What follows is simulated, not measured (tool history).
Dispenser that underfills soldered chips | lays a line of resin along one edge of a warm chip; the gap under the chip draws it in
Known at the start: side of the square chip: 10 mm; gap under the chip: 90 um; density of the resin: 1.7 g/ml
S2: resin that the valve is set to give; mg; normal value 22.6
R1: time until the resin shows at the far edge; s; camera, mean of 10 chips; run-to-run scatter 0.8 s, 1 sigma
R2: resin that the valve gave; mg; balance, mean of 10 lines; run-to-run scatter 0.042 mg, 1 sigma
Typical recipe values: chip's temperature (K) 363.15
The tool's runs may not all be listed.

Run 1, hour 0: usual settings. Result: R1 100.5 s, R2 22.14 mg.
Run 2, hour 1.9: usual settings but S2 22.1 mg. Result: R1 108.7 s, R2 21.66 mg.
Run 3, hour 4.3: usual settings but S2 19.7 mg. Result: R1 121.7 s, R2 19.33 mg.
At hour 6.8: new syringe of resin.
Run 4, hour 8.9: usual settings but chip's temperature (K) 353.15. Result: R1 109.4 s, R2 22.05 mg.
Run 5, hour 12.8: usual settings. Result: R1 91.2 s, R2 21.98 mg.
Run 6, hour 15.2: usual settings but chip's temperature (K) 364.15. Result: R1 99.4 s, R2 22.02 mg.
Run 7, hour 17: usual settings but chip's temperature (K) 351.15. Result: R1 159.7 s, R2 21.96 mg.
At hour 21.1: new syringe of resin.
Run 8, hour 21.7: usual settings but chip's temperature (K) 351.15. Result: R1 111.2 s, R2 22 mg.
Run 9, hour 25.5: usual settings but chip's temperature (K) 351.15. Result: R1 126.5 s, R2 21.92 mg.
Run 10, hour 27.5: usual settings but chip's temperature (K) 349.15. Result: R1 147.3 s, R2 21.87 mg.
Run 11, hour 31: usual settings but chip's temperature (K) 349.15. Result: R1 171.4 s, R2 21.88 mg.
Run 12, hour 34.7: usual settings but S2 27.4 mg. Result: R1 121.1 s, R2 26.51 mg.
At hour 35.3: new syringe of resin.
Run 13, hour 38.5: usual settings. Result: R1 82.3 s, R2 21.75 mg.
Run 14, hour 42: usual settings but S2 21.2 mg. Result: R1 96.3 s, R2 20.31 mg.
Run 15, hour 44.4: usual settings but chip's temperature (K) 366.15. Result: R1 94.3 s, R2 21.76 mg.
Run 16, hour 47.1: usual settings but chip's temperature (K) 357.15. Result: R1 139 s, R2 21.69 mg.
At hour 49.5: new syringe of resin.
Run 17, hour 50.8: usual settings but chip's temperature (K) 357.15. Result: R1 92 s, R2 21.65 mg.
Run 18, hour 53.6: usual settings but chip's temperature (K) 357.15. Result: R1 102.5 s, R2 21.6 mg.
Run 19, hour 55.8: usual settings but chip's temperature (K) 355.15, S2 25.9 mg. Result: R1 115.1 s, R2 24.76 mg.
At hour 57.1: dispensing valve cleaned and set on the balance.
Run 20, hour 58.8: usual settings but chip's temperature (K) 366.15, S2 20.7 mg. Result: R1 93 s, R2 20.66 mg.
Run 21, hour 62.5: usual settings but chip's temperature (K) 366.15, S2 20.7 mg. Result: R1 108.5 s, R2 20.66 mg.
At hour 64.8: new syringe of resin.
Run 22, hour 64.9: usual settings but chip's temperature (K) 366.15, S2 20.7 mg. Result: R1 68.6 s, R2 20.66 mg.
Run 23, hour 68.8: usual settings but chip's temperature (K) 366.15, S2 20.7 mg. Result: R1 78.9 s, R2 20.53 mg.
Run 24, hour 72.9: usual settings but chip's temperature (K) 351.15, S2 20.7 mg. Result: R1 148.5 s, R2 20.52 mg.
Run 25, hour 75.3: usual settings but chip's temperature (K) 351.15, S2 20.7 mg. Result: R1 164.8 s, R2 20.56 mg.
At hour 79.2: new syringe of resin.
Run 26, hour 79.9: usual settings but chip's temperature (K) 351.15, S2 20.7 mg. Result: R1 110.3 s, R2 20.39 mg.
Run 27, hour 83: usual settings but chip's temperature (K) 351.15, S2 20.7 mg. Result: R1 128.2 s, R2 20.42 mg.
Run 28, hour 86.9: usual settings but chip's temperature (K) 351.15, S2 20.7 mg. Result: R1 148.2 s, R2 20.51 mg.
Run 29, hour 90.1: usual settings but chip's temperature (K) 350.15, S2 23.5 mg. Result: R1 167.4 s, R2 23.19 mg.
Run 30, hour 92.6: usual settings but chip's temperature (K) 364.15, S2 23.5 mg. Result: R1 122.4 s, R2 23.14 mg.
At hour 93.5: new syringe of resin.
Run 31, hour 97.1: usual settings but chip's temperature (K) 352.15, S2 25.2 mg. Result: R1 114.7 s, R2 24.84 mg.
Run 32, hour 99.8: usual settings but chip's temperature (K) 362.15, S2 29 mg. Result: R1 91 s, R2 28.5 mg.
Run 33, hour 102.7: usual settings but chip's temperature (K) 369.15, S2 22.8 mg. Result: R1 85.3 s, R2 22.28 mg.
Run 34, hour 106.6: usual settings but chip's temperature (K) 377.15, S2 21.3 mg. Result: R1 79.8 s, R2 20.81 mg.
At hour 107.7: new syringe of resin.
Run 35, hour 111.2: usual settings but chip's temperature (K) 377.15, S2 21.3 mg. Result: R1 56.4 s, R2 20.78 mg.
Run 36, hour 115.7: usual settings but chip's temperature (K) 355.15, S2 19.2 mg. Result: R1 133.8 s, R2 18.69 mg.

Here are 3 independent what-if runs from the current tool condition. What would each one return?
Run A, hour 119.2: usual settings but chip's temperature (K) 364.15, S2 21.3 mg. Result: R1 ?, R2 ?.
Run B, hour 119.2: usual settings but chip's temperature (K) 374.15, S2 23.7 mg. Result: R1 ?, R2 ?.
Run C, hour 119.2: usual settings but chip's temperature (K) 371.15, S2 26.1 mg. Result: R1 ?, R2 ?.

run     R1     R2
  A  112.2  20.73
  B   82.2  23.03
  C   88.1  25.35
Had the tool no hidden state, the same runs would have come out as:
run    R1     R2
  A  71.8  21.32
  B  52.7  23.69
  C  56.6  26.07
